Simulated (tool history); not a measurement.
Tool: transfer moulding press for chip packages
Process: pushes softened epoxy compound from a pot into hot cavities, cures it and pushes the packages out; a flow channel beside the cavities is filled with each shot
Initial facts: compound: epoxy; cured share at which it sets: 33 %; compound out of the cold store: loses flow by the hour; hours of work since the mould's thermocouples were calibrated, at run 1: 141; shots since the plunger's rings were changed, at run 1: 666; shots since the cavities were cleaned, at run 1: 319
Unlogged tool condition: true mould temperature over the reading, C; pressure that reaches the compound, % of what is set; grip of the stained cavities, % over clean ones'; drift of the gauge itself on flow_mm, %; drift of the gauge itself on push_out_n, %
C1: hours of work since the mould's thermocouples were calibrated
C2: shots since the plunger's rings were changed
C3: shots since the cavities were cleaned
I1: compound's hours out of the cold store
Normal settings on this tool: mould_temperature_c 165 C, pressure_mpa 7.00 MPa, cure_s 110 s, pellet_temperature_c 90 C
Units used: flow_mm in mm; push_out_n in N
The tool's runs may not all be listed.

{"run": 1, "hour": 0.0, "mould_temperature_c": 165, "pressure_mpa": 7.0, "cure_s": 110, "pellet_temperature_c": 90, "C1": 141, "C2": 666, "C3": 319, "I1": 17.9, "flow_mm": 618, "push_out_n": 361}
{"hour": 21.2, "done": "cavities cleaned with cleaning compound and waxed"}
{"hour": 78.6, "done": "cavities cleaned with cleaning compound and waxed"}
{"run": 2, "hour": 83.6, "mould_temperature_c": 165, "pressure_mpa": 7.0, "cure_s": 110, "pellet_temperature_c": 90, "C1": 184, "C2": 1348, "C3": 42, "I1": 20.8, "flow_mm": 611, "push_out_n": 235}
{"run": 3, "hour": 117.9, "mould_temperature_c": 165, "pressure_mpa": 7.0, "cure_s": 96, "pellet_temperature_c": 90, "C1": 202, "C2": 1638, "C3": 332, "I1": 46.1, "flow_mm": 532, "push_out_n": 429}
{"hour": 136.2, "done": "cavities cleaned with cleaning compound and waxed"}
{"hour": 194.7, "done": "cavities cleaned with cleaning compound and waxed"}
{"run": 4, "hour": 195.4, "mould_temperature_c": 165, "pressure_mpa": 7.0, "cure_s": 110, "pellet_temperature_c": 92, "C1": 241, "C2": 2269, "C3": 7, "I1": 36.4, "flow_mm": 550, "push_out_n": 196}
{"run": 5, "hour": 235.3, "mould_temperature_c": 165, "pressure_mpa": 7.0, "cure_s": 110, "pellet_temperature_c": 92, "C1": 262, "C2": 2606, "C3": 344, "I1": 13.8, "flow_mm": 618, "push_out_n": 378}
{"hour": 255.6, "done": "cavities cleaned with cleaning compound and waxed"}
{"run": 6, "hour": 297.2, "mould_temperature_c": 165, "pressure_mpa": 7.0, "cure_s": 110, "pellet_temperature_c": 92, "C1": 293, "C2": 3117, "C3": 352, "I1": 46.4, "flow_mm": 520, "push_out_n": 362}
{"hour": 314.0, "done": "cavities cleaned with cleaning compound and waxed"}
{"run": 7, "hour": 353.8, "mould_temperature_c": 165, "pressure_mpa": 7.0, "cure_s": 110, "pellet_temperature_c": 92, "C1": 322, "C2": 3583, "C3": 336, "I1": 12.1, "flow_mm": 610, "push_out_n": 362}
{"hour": 372.6, "done": "cavities cleaned with cleaning compound and waxed"}
{"hour": 411.3, "done": "plunger's sealing rings changed"}
{"run": 8, "hour": 420.0, "mould_temperature_c": 165, "pressure_mpa": 7.0, "cure_s": 110, "pellet_temperature_c": 92, "C1": 355, "C2": 74, "C3": 379, "I1": 47.6, "flow_mm": 545, "push_out_n": 363}
{"hour": 434.1, "done": "cavities cleaned with cleaning compound and waxed"}
{"run": 9, "hour": 481.4, "mould_temperature_c": 165, "pressure_mpa": 7.0, "cure_s": 110, "pellet_temperature_c": 92, "C1": 386, "C2": 581, "C3": 401, "I1": 27.3, "flow_mm": 607, "push_out_n": 368}
{"hour": 496.3, "done": "cavities cleaned with cleaning compound and waxed"}
{"run": 10, "hour": 525.4, "mould_temperature_c": 165, "pressure_mpa": 7.0, "cure_s": 110, "pellet_temperature_c": 92, "C1": 408, "C2": 940, "C3": 246, "I1": 19.4, "flow_mm": 610, "push_out_n": 324}
{"hour": 553.9, "done": "cavities cleaned with cleaning compound and waxed"}
{"run": 11, "hour": 570.5, "mould_temperature_c": 165, "pressure_mpa": 7.0, "cure_s": 110, "pellet_temperature_c": 91, "C1": 431, "C2": 1309, "C3": 140, "I1": 22.0, "flow_mm": 609, "push_out_n": 278}
{"hour": 611.0, "done": "cavities cleaned with cleaning compound and waxed"}
{"run": 12, "hour": 634.9, "mould_temperature_c": 165, "pressure_mpa": 7.0, "cure_s": 110, "pellet_temperature_c": 91, "C1": 464, "C2": 1841, "C3": 202, "I1": 30.7, "flow_mm": 570, "push_out_n": 316}
{"hour": 647.9, "done": "mould's thermocouples calibrated"}
{"hour": 669.4, "done": "cavities cleaned with cleaning compound and waxed"}
{"run": 13, "hour": 674.3, "mould_temperature_c": 165, "pressure_mpa": 7.0, "cure_s": 110, "pellet_temperature_c": 91, "C1": 13, "C2": 2144, "C3": 41, "I1": 16.7, "flow_mm": 614, "push_out_n": 223}
{"hour": 725.6, "done": "cavities cleaned with cleaning compound and waxed"}
{"run": 14, "hour": 736.1, "mould_temperature_c": 165, "pressure_mpa": 5.47, "cure_s": 110, "pellet_temperature_c": 99, "C1": 45, "C2": 2655, "C3": 89, "I1": 25.5, "flow_mm": 514, "push_out_n": 256}
{"hour": 783.0, "done": "cavities cleaned with cleaning compound and waxed"}
{"run": 15, "hour": 792.5, "mould_temperature_c": 165, "pressure_mpa": 6.28, "cure_s": 92, "pellet_temperature_c": 86, "C1": 73, "C2": 3119, "C3": 80, "I1": 17.8, "flow_mm": 564, "push_out_n": 362}
{"hour": 843.4, "done": "cavities cleaned with cleaning compound and waxed"}
{"run": 16, "hour": 863.6, "mould_temperature_c": 173, "pressure_mpa": 6.1, "cure_s": 121, "pellet_temperature_c": 90, "C1": 110, "C2": 3708, "C3": 171, "I1": 10.2, "flow_mm": 562, "push_out_n": 247}
{"hour": 905.4, "done": "plunger's sealing rings changed"}
{"hour": 906.9, "done": "cavities cleaned with cleaning compound and waxed"}
{"run": 17, "hour": 951.2, "mould_temperature_c": 167, "pressure_mpa": 8.09, "cure_s": 135, "pellet_temperature_c": 90, "C1": 154, "C2": 375, "C3": 375, "I1": 24.9, "flow_mm": 648, "push_out_n": 321}
{"hour": 964.3, "done": "cavities cleaned with cleaning compound and waxed"}
{"run": 18, "hour": 1008.2, "mould_temperature_c": 167, "pressure_mpa": 8.09, "cure_s": 135, "pellet_temperature_c": 90, "C1": 183, "C2": 844, "C3": 371, "I1": 27.6, "flow_mm": 632, "push_out_n": 310}
{"hour": 1022.9, "done": "cavities cleaned with cleaning compound and waxed"}
{"run": 19, "hour": 1053.5, "mould_temperature_c": 167, "pressure_mpa": 6.88, "cure_s": 121, "pellet_temperature_c": 86, "C1": 206, "C2": 1214, "C3": 258, "I1": 10.8, "flow_mm": 624, "push_out_n": 312}
{"hour": 1084.8, "done": "cavities cleaned with cleaning compound and waxed"}
{"run": 20, "hour": 1134.9, "mould_temperature_c": 167, "pressure_mpa": 6.88, "cure_s": 121, "pellet_temperature_c": 86, "C1": 247, "C2": 1891, "C3": 424, "I1": 16.5, "flow_mm": 610, "push_out_n": 346}
{"hour": 1143.6, "done": "cavities cleaned with cleaning compound and waxed"}
{"hour": 1200.5, "done": "cavities cleaned with cleaning compound and waxed"}
{"run": 21, "hour": 1221.1, "mould_temperature_c": 165, "pressure_mpa": 6.63, "cure_s": 109, "pellet_temperature_c": 87, "C1": 291, "C2": 2594, "C3": 174, "I1": 10.1, "flow_mm": 611, "push_out_n": 312}
{"hour": 1260.4, "done": "cavities cleaned with cleaning compound and waxed"}
{"run": 22, "hour": 1296.0, "mould_temperature_c": 158, "pressure_mpa": 5.82, "cure_s": 110, "pellet_temperature_c": 84, "C1": 329, "C2": 3215, "C3": 301, "I1": 36.5, "flow_mm": 508, "push_out_n": 513}
{"hour": 1321.4, "done": "cavities cleaned with cleaning compound and waxed"}
{"hour": 1378.2, "done": "cavities cleaned with cleaning compound and waxed"}
{"run": 23, "hour": 1378.2, "mould_temperature_c": 169, "pressure_mpa": 5.82, "cure_s": 110, "pellet_temperature_c": 88, "C1": 371, "C2": 3885, "C3": 0, "I1": 19.7, "flow_mm": 525, "push_out_n": 179}
{"hour": 1398.5, "done": "plunger's sealing rings changed"}
{"run": 24, "hour": 1426.0, "mould_temperature_c": 168, "pressure_mpa": 5.82, "cure_s": 110, "pellet_temperature_c": 88, "C1": 395, "C2": 233, "C3": 383, "I1": 29.6, "flow_mm": 532, "push_out_n": 328}
{"hour": 1438.6, "done": "cavities cleaned with cleaning compound and waxed"}
{"run": 25, "hour": 1485.4, "mould_temperature_c": 168, "pressure_mpa": 5.82, "cure_s": 110, "pellet_temperature_c": 88, "C1": 425, "C2": 722, "C3": 395, "I1": 45.0, "flow_mm": 501, "push_out_n": 342}

Across each entry between runs, compare the hidden state at the last listed run before it with the hidden state at the first listed run after it:
From run 1 to run 2: cavities cleaned with cleaning compound and waxed (hour 21.2); cavities cleaned with cleaning compound and waxed (hour 78.6)
  true mould temperature over the reading, C: 0.18 -> 0.22; pressure that reaches the compound, % of what is set: 97.78 -> 95.59; grip of the stained cavities, % over clean ones': 78.4 -> 17.3
  measured result minus the result with no hidden state, flow_mm: -8 -> -15 mm; push_out_n: +156 -> +33 N
From run 3 to run 4: cavities cleaned with cleaning compound and waxed (hour 136.2); cavities cleaned with cleaning compound and waxed (hour 194.7)
  true mould temperature over the reading, C: 0.23 -> 0.27; pressure that reaches the compound, % of what is set: 94.67 -> 92.66; grip of the stained cavities, % over clean ones': 85.1 -> 4
  measured result minus the result with no hidden state, flow_mm: -16 -> -22 mm; push_out_n: +194 -> +6 N
From run 5 to run 6: cavities cleaned with cleaning compound and waxed (hour 255.6)
  true mould temperature over the reading, C: 0.29 -> 0.32; pressure that reaches the compound, % of what is set: 91.56 -> 89.8; grip of the stained cavities, % over clean ones': 91.9 -> 87.6
  measured result minus the result with no hidden state, flow_mm: -28 -> -29 mm; push_out_n: +179 -> +165 N
From run 6 to run 7: cavities cleaned with cleaning compound and waxed (hour 314.0)
  true mould temperature over the reading, C: 0.32 -> 0.34; pressure that reaches the compound, % of what is set: 89.8 -> 88.25; grip of the stained cavities, % over clean ones': 87.6 -> 90.7
  measured result minus the result with no hidden state, flow_mm: -29 -> -40 mm; push_out_n: +165 -> +171 N
From run 7 to run 8: cavities cleaned with cleaning compound and waxed (hour 372.6); plunger's sealing rings changed (hour 411.3)
  true mould temperature over the reading, C: 0.34 -> 0.37; pressure that reaches the compound, % of what is set: 88.25 -> 99.66; grip of the stained cavities, % over clean ones': 90.7 -> 94.9
  measured result minus the result with no hidden state, flow_mm: -40 -> -1 mm; push_out_n: +171 -> +173 N
From run 8 to run 9: cavities cleaned with cleaning compound and waxed (hour 434.1)
  true mould temperature over the reading, C: 0.37 -> 0.4; pressure that reaches the compound, % of what is set: 99.66 -> 97.79; grip of the stained cavities, % over clean ones': 94.9 -> 94.7
  measured result minus the result with no hidden state, flow_mm: -1 -> -7 mm; push_out_n: +173 -> +177 N
From run 9 to run 10: cavities cleaned with cleaning compound and waxed (hour 496.3)
  true mould temperature over the reading, C: 0.4 -> 0.42; pressure that reaches the compound, % of what is set: 97.79 -> 96.54; grip of the stained cavities, % over clean ones': 94.7 -> 69.5
  measured result minus the result with no hidden state, flow_mm: -7 -> -11 mm; push_out_n: +177 -> +129 N
From run 10 to run 11: cavities cleaned with cleaning compound and waxed (hour 553.9)
  true mould temperature over the reading, C: 0.42 -> 0.44; pressure that reaches the compound, % of what is set: 96.54 -> 95.17; grip of the stained cavities, % over clean ones': 69.5 -> 42.1
  measured result minus the result with no hidden state, flow_mm: -11 -> -16 mm; push_out_n: +129 -> +79 N
From run 11 to run 12: cavities cleaned with cleaning compound and waxed (hour 611.0)
  true mould temperature over the reading, C: 0.44 -> 0.47; pressure that reaches the compound, % of what is set: 95.17 -> 93.46; grip of the stained cavities, % over clean ones': 42.1 -> 67.6
  measured result minus the result with no hidden state, flow_mm: -16 -> -20 mm; push_out_n: +79 -> +124 N
From run 12 to run 13: mould's thermocouples calibrated (hour 647.9); cavities cleaned with cleaning compound and waxed (hour 669.4)
  true mould temperature over the reading, C: 0.47 -> -0.05; pressure that reaches the compound, % of what is set: 93.46 -> 92.37; grip of the stained cavities, % over clean ones': 67.6 -> 16
  measured result minus the result with no hidden state, flow_mm: -20 -> -25 mm; push_out_n: +124 -> +32 N
From run 13 to run 14: cavities cleaned with cleaning compound and waxed (hour 725.6)
  true mould temperature over the reading, C: -0.05 -> -0.02; pressure that reaches the compound, % of what is set: 92.37 -> 90.76; grip of the stained cavities, % over clean ones': 16 -> 29.4
  measured result minus the result with no hidden state, flow_mm: -25 -> -25 mm; push_out_n: +32 -> +58 N
From run 14 to run 15: cavities cleaned with cleaning compound and waxed (hour 783.0)
  true mould temperature over the reading, C: -0.02 -> 0; pressure that reaches the compound, % of what is set: 90.76 -> 89.06; grip of the stained cavities, % over clean ones': 29.4 -> 31.4
  measured result minus the result with no hidden state, flow_mm: -25 -> -33 mm; push_out_n: +58 -> +86 N
From run 15 to run 16: cavities cleaned with cleaning compound and waxed (hour 843.4)
  true mould temperature over the reading, C: 0 -> 0.04; pressure that reaches the compound, % of what is set: 89.06 -> 87.21; grip of the stained cavities, % over clean ones': 31.4 -> 53.5
  measured result minus the result with no hidden state, flow_mm: -33 -> -40 mm; push_out_n: +86 -> +86 N
From run 16 to run 17: plunger's sealing rings changed (hour 905.4); cavities cleaned with cleaning compound and waxed (hour 906.9)
  true mould temperature over the reading, C: 0.04 -> 0.07; pressure that reaches the compound, % of what is set: 87.21 -> 98.79; grip of the stained cavities, % over clean ones': 53.5 -> 89.2
  measured result minus the result with no hidden state, flow_mm: -40 -> -4 mm; push_out_n: +86 -> +147 N
From run 17 to run 18: cavities cleaned with cleaning compound and waxed (hour 964.3)
  true mould temperature over the reading, C: 0.07 -> 0.1; pressure that reaches the compound, % of what is set: 98.79 -> 97.17; grip of the stained cavities, % over clean ones': 89.2 -> 93
  measured result minus the result with no hidden state, flow_mm: -4 -> -10 mm; push_out_n: +147 -> +147 N
From run 18 to run 19: cavities cleaned with cleaning compound and waxed (hour 1022.9)
  true mould temperature over the reading, C: 0.1 -> 0.12; pressure that reaches the compound, % of what is set: 97.17 -> 95.93; grip of the stained cavities, % over clean ones': 93 -> 76.2
  measured result minus the result with no hidden state, flow_mm: -10 -> -13 mm; push_out_n: +147 -> +133 N
From run 19 to run 20: cavities cleaned with cleaning compound and waxed (hour 1084.8)
  true mould temperature over the reading, C: 0.12 -> 0.16; pressure that reaches the compound, % of what is set: 95.93 -> 93.49; grip of the stained cavities, % over clean ones': 76.2 -> 98.2
  measured result minus the result with no hidden state, flow_mm: -13 -> -21 mm; push_out_n: +133 -> +175 N
From run 20 to run 21: cavities cleaned with cleaning compound and waxed (hour 1143.6); cavities cleaned with cleaning compound and waxed (hour 1200.5)
  true mould temperature over the reading, C: 0.16 -> 0.19; pressure that reaches the compound, % of what is set: 93.49 -> 91.18; grip of the stained cavities, % over clean ones': 98.2 -> 58
  measured result minus the result with no hidden state, flow_mm: -21 -> -29 mm; push_out_n: +175 -> +112 N
From run 21 to run 22: cavities cleaned with cleaning compound and waxed (hour 1260.4)
  true mould temperature over the reading, C: 0.19 -> 0.23; pressure that reaches the compound, % of what is set: 91.18 -> 89.1; grip of the stained cavities, % over clean ones': 58 -> 75.9
  measured result minus the result with no hidden state, flow_mm: -29 -> -31 mm; push_out_n: +112 -> +216 N
From run 22 to run 23: cavities cleaned with cleaning compound and waxed (hour 1321.4); cavities cleaned with cleaning compound and waxed (hour 1378.2)
  true mould temperature over the reading, C: 0.23 -> 0.27; pressure that reaches the compound, % of what is set: 89.1 -> 86.95; grip of the stained cavities, % over clean ones': 75.9 -> 3.1
  measured result minus the result with no hidden state, flow_mm: -31 -> -38 mm; push_out_n: +216 -> +4 N
From run 23 to run 24: plunger's sealing rings changed (hour 1398.5)
  true mould temperature over the reading, C: 0.27 -> 0.29; pressure that reaches the compound, % of what is set: 86.95 -> 99; grip of the stained cavities, % over clean ones': 3.1 -> 88
  measured result minus the result with no hidden state, flow_mm: -38 -> -3 mm; push_out_n: +4 -> +153 N
From run 24 to run 25: cavities cleaned with cleaning compound and waxed (hour 1438.6)
  true mould temperature over the reading, C: 0.29 -> 0.31; pressure that reaches the compound, % of what is set: 99 -> 97.36; grip of the stained cavities, % over clean ones': 88 -> 92.3
  measured result minus the result with no hidden state, flow_mm: -3 -> -7 mm; push_out_n: +153 -> +161 N

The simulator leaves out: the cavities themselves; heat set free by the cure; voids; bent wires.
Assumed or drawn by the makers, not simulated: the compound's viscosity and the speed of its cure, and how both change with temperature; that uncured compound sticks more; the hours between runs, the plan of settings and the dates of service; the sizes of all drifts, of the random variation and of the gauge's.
